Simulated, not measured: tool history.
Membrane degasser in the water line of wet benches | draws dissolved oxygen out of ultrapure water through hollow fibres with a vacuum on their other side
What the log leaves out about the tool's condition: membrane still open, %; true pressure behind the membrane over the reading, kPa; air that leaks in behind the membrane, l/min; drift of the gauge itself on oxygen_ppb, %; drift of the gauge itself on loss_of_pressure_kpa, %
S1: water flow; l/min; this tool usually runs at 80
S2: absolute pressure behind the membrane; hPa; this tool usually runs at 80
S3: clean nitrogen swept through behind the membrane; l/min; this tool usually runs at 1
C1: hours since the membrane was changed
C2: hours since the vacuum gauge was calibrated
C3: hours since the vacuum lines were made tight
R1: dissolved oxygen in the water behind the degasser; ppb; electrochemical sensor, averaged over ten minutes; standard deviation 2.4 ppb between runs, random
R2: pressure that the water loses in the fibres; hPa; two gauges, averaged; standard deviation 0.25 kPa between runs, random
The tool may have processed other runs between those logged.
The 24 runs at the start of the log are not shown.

run	hour	S1	S2	S3	C1	C2	C3	R1	R2
25	819.8	58	80	1	2208	901	820	488.6	496.3
26	844.2	58	80	1	2233	925	844	488.6	496.8
27	875.4	96	178.2	1	2264	957	875	1882.3	821.5
28	920.5	96	178.2	1	2309	1002	921	1863.9	823.2
29	947.4	64	85.7	1	2336	1029	947	586.1	549.8
30	974.3	59	159.3	1.44	2363	1056	974	939.9	505.1
31	1000.7	79	165.7	0.65	2389	1082	1001	1970.7	678.5
32	1030.4	79	165.7	0.65	2419	1112	1030	1962.9	674.8
33	1068.3	79	165.7	0.65	2457	1150	1068	1967.9	674.8

Branching from run 33: 4 alternative next runs. What would each branch give?
A	1093.3	116	183.1	0.65	2482	1175	1093	?	?
B	1093.3	80	80	0.99	2482	1175	1093	?	?
C	1093.3	67	58.8	0.5	2482	1175	1093	?	?
D	1093.3	86	156	2.47	2482	1175	1093	?	?

run	R1	R2
A	2644.8	997
B	619.2	687.3
C	474.2	572.7
D	823.8	740
Had the tool no hidden state, the same runs would have come out as:
run	R1	R2
A	2644.8	996.9
B	619.2	687.2
C	474.2	572.6
D	823.8	739.9
